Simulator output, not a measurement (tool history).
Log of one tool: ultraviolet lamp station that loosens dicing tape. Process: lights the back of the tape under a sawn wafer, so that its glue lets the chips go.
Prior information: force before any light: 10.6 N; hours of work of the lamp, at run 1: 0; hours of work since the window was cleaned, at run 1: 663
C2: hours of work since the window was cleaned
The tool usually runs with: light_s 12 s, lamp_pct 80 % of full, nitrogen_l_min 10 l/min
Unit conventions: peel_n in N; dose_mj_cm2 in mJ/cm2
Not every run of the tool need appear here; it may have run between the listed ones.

Run 1, hour 0: usual settings; hours of work of the lamp 0; C2 663. Result: peel_n 0.75 N, dose_mj_cm2 409 mJ/cm2.
At hour 7.6: window cleaned of glue's vapour.
Run 2, hour 16.9: usual settings but nitrogen_l_min 9 l/min; hours of work of the lamp 12; C2 7. Result: peel_n 0.604 N, dose_mj_cm2 455 mJ/cm2.
Run 3, hour 34.3: usual settings; hours of work of the lamp 25; C2 20. Result: peel_n 0.577 N, dose_mj_cm2 460 mJ/cm2.
Run 4, hour 60.5: usual settings but nitrogen_l_min 20 l/min; hours of work of the lamp 45; C2 39. Result: peel_n 0.469 N, dose_mj_cm2 452 mJ/cm2.
Run 5, hour 80.5: usual settings but nitrogen_l_min 20 l/min; hours of work of the lamp 59; C2 54. Result: peel_n 0.484 N, dose_mj_cm2 446 mJ/cm2.
Run 6, hour 106.2: usual settings but nitrogen_l_min 20 l/min; hours of work of the lamp 79; C2 73. Result: peel_n 0.483 N, dose_mj_cm2 449 mJ/cm2.
Run 7, hour 129.7: usual settings; hours of work of the lamp 96; C2 91. Result: peel_n 0.62 N, dose_mj_cm2 438 mJ/cm2.
Run 8, hour 145.6: usual settings; hours of work of the lamp 108; C2 103. Result: peel_n 0.638 N, dose_mj_cm2 437 mJ/cm2.
Run 9, hour 160.8: usual settings; hours of work of the lamp 119; C2 114. Result: peel_n 0.658 N, dose_mj_cm2 436 mJ/cm2.
Run 10, hour 183.8: usual settings but light_s 20 s, nitrogen_l_min 19 l/min; hours of work of the lamp 136; C2 131. Result: peel_n 0.241 N, dose_mj_cm2 719 mJ/cm2.
Run 11, hour 203.5: usual settings but light_s 10 s, lamp_pct 90 % of full, nitrogen_l_min 9 l/min; hours of work of the lamp 151; C2 146. Result: peel_n 0.813 N, dose_mj_cm2 400 mJ/cm2.
Run 12, hour 231.4: usual settings but light_s 10 s; hours of work of the lamp 172; C2 166. Result: peel_n 1.052 N, dose_mj_cm2 353 mJ/cm2.
Run 13, hour 247.3: usual settings but light_s 10 s, lamp_pct 78 % of full; hours of work of the lamp 183; C2 178. Result: peel_n 1.078 N, dose_mj_cm2 346 mJ/cm2.
Run 14, hour 269.8: usual settings but light_s 16 s, lamp_pct 64 % of full, nitrogen_l_min 4 l/min; hours of work of the lamp 200; C2 195. Result: peel_n 0.997 N, dose_mj_cm2 442 mJ/cm2.
Run 15, hour 293.5: usual settings but light_s 16 s, lamp_pct 63 % of full, nitrogen_l_min 4 l/min; hours of work of the lamp 218; C2 213. Result: peel_n 1.032 N, dose_mj_cm2 432 mJ/cm2.
Run 16, hour 308.4: usual settings but light_s 16 s, lamp_pct 63 % of full, nitrogen_l_min 4 l/min; hours of work of the lamp 229; C2 224. Result: peel_n 1.043 N, dose_mj_cm2 431 mJ/cm2.
Run 17, hour 324.5: usual settings but light_s 10 s, lamp_pct 95 % of full, nitrogen_l_min 18 l/min; hours of work of the lamp 241; C2 236. Result: peel_n 0.637 N, dose_mj_cm2 401 mJ/cm2.
Run 18, hour 352: usual settings but light_s 9 s, lamp_pct 97 % of full, nitrogen_l_min 9 l/min; hours of work of the lamp 261; C2 256. Result: peel_n 0.983 N, dose_mj_cm2 368 mJ/cm2.

Here are 3 independent what-if runs from the current tool condition. What would each one return?
Run A, hour 376.4: usual settings but light_s 17 s, lamp_pct 71 % of full, nitrogen_l_min 7 l/min; hours of work of the lamp 279; C2 274. Result: peel_n ?, dose_mj_cm2 ?.
Run B, hour 376.4: usual settings but light_s 8 s, lamp_pct 90 % of full, nitrogen_l_min 6 l/min; hours of work of the lamp 279; C2 274. Result: peel_n ?, dose_mj_cm2 ?.
Run C, hour 376.4: usual settings but light_s 9 s, lamp_pct 97 % of full, nitrogen_l_min 6 l/min; hours of work of the lamp 279; C2 274. Result: peel_n ?, dose_mj_cm2 ?.

run  peel_n  dose_mj_cm2
  A   0.555          504
  B   1.676          298
  C   1.224          367
With the hidden condition removed and each run's random variation left untouched, the same runs would have given:
run  peel_n  dose_mj_cm2
  A   0.398          589
  B   1.264          349
  C   0.889          429

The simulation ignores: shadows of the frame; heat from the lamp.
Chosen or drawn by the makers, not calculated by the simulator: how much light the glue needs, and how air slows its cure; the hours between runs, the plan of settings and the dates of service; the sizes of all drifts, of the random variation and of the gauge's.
